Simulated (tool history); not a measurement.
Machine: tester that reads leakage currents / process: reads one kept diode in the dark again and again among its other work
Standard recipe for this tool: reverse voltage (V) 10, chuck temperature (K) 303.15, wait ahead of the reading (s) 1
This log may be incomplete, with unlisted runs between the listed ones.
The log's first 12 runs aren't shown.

run      day  reverse voltage (V)  chuck temperature (K)  wait ahead of the reading (s)  current that the tester gives (pA)
 13   59.004                   10                 303.15                           7.14                              337.85
 14       63                   10                 303.15                              1                              340.64
 15   69.642                   10                 303.15                              1                              340.57
 16   75.654                   10                 303.15                              1                              339.98
 17   79.912                   10                 303.15                              1                              343.03
 18   83.221                   10                 303.15                              1                              341.77
 19   87.804                   10                 303.15                              1                               340.4
 20    92.75                   10                 303.15                              1                              339.84
 21   99.629                   10                 303.15                              1                              340.54
 22  106.638                  2.5                 303.15                           0.35                              200.52
 23  113.788                   10                 315.15                              1                              935.32
 24  118.517                   10                 315.15                              1                              930.54
 25  124.079                   10                 315.15                              1                              932.67
 26  129.725                   10                 297.15                            1.2                              199.94
     130.367  -- chuck's temperature calibrated
 27  134.704                  8.3                 312.15                           3.53                              680.02
 28  142.079                   10                 303.15                           4.59                              339.56
 29  148.775                 14.9                 303.15                           1.31                              396.71
 30  153.879                  3.4                 297.15                              1                              132.27
 31  158.575                 15.3                 313.15                              1                              933.06
 32  161.762                 18.3                 303.15                            0.4                              438.94
     164.121  -- tester calibrated
 33  166.129                  9.2                 333.15                           2.75                             3573.69
 34   170.65                  3.2                 303.15                           1.03                              219.74
 35  173.988                  3.2                 303.15                           1.03                              219.71
 36  177.317                   10                 318.15                              1                             1188.78

The next listed run, before its measurement:
     183.346  -- probe card cleaned and baked
 37  183.688                   10                 318.15                              1                                   ?

Run 37 produced current that the tester gives (pA) 1186.55.
Were there no unlogged condition in the tool, this run, its random variation unchanged, would have produced current that the tester gives (pA) 1185.91.
